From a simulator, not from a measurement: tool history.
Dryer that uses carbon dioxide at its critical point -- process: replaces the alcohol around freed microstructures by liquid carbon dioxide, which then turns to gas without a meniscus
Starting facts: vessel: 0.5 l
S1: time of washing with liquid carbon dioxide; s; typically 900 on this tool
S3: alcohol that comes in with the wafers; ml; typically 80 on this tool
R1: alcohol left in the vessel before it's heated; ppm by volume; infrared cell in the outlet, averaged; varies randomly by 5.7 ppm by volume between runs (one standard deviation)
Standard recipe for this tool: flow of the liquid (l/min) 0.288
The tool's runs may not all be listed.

Run 1, hour 0.0: usual settings. Result: R1 330 ppm by volume.
Run 2, hour 28.1: usual settings. Result: R1 355 ppm by volume.
Run 3, hour 47.6: usual settings but S3 23 ml. Result: R1 185 ppm by volume.
Run 4, hour 69.3: usual settings but S3 23 ml. Result: R1 190 ppm by volume.
Run 5, hour 85.9: usual settings but flow of the liquid (l/min) 0.275, S3 23 ml. Result: R1 240 ppm by volume.
Run 6, hour 113.2: usual settings but flow of the liquid (l/min) 0.275, S3 23 ml. Result: R1 253 ppm by volume.
Run 7, hour 133.6: usual settings but flow of the liquid (l/min) 0.275, S3 23 ml. Result: R1 262 ppm by volume.
Run 8, hour 151.5: usual settings but flow of the liquid (l/min) 0.222. Result: R1 1752 ppm by volume.
Run 9, hour 177.3: usual settings but flow of the liquid (l/min) 0.222. Result: R1 1864 ppm by volume.
Run 10, hour 200.3: usual settings. Result: R1 576 ppm by volume.
Run 11, hour 226.1: usual settings. Result: R1 638 ppm by volume.
Run 12, hour 245.7: usual settings. Result: R1 680 ppm by volume.
At hour 256.1: inlet filter changed.
Run 13, hour 275.1: usual settings but flow of the liquid (l/min) 0.201. Result: R1 1755 ppm by volume.
Run 14, hour 304.5: usual settings but S1 1200 s, flow of the liquid (l/min) 0.354, S3 78 ml. Result: R1 136 ppm by volume.
Run 15, hour 328.4: usual settings but S1 1200 s, flow of the liquid (l/min) 0.354, S3 78 ml. Result: R1 129 ppm by volume.
Run 16, hour 345.7: usual settings but S1 1380 s, S3 39 ml. Result: R1 145 ppm by volume.
Run 17, hour 371.9: usual settings but S1 960 s, flow of the liquid (l/min) 0.318, S3 44 ml. Result: R1 180 ppm by volume.
Run 18, hour 397.7: usual settings but S1 600 s, flow of the liquid (l/min) 0.177, S3 44 ml. Result: R1 7319 ppm by volume.
Run 19, hour 424.6: usual settings but S1 720 s. Result: R1 1259 ppm by volume.
Run 20, hour 453.5: usual settings but S1 720 s, flow of the liquid (l/min) 0.268, S3 25 ml. Result: R1 695 ppm by volume.
Run 21, hour 479.1: usual settings but S1 720 s, flow of the liquid (l/min) 0.268, S3 25 ml. Result: R1 732 ppm by volume.
Run 22, hour 508.4: usual settings but flow of the liquid (l/min) 0.227, S3 32 ml. Result: R1 808 ppm by volume.
Run 23, hour 523.0: usual settings but S1 780 s, flow of the liquid (l/min) 0.262. Result: R1 1827 ppm by volume.
Run 24, hour 536.1: usual settings but S1 540 s, flow of the liquid (l/min) 0.309. Result: R1 3863 ppm by volume.
Run 25, hour 558.1: usual settings but S3 86 ml. Result: R1 714 ppm by volume.

Consider 3 possible next runs. They are alternatives, not a sequence: every one starts from the tool as it was left by run 25. What does each give?
Run A, hour 575.4: usual settings but S3 59 ml. Result: R1 ?.
Run B, hour 575.4: usual settings but S1 840 s, S3 95 ml. Result: R1 ?.
Run C, hour 575.4: usual settings but S1 600 s, flow of the liquid (l/min) 0.365, S3 29 ml. Result: R1 ?.

run    R1
  A   568
  B  1119
  C   601
Without the tool's hidden state the same runs would have given:
run   R1
  A  135
  B  343
  C  171
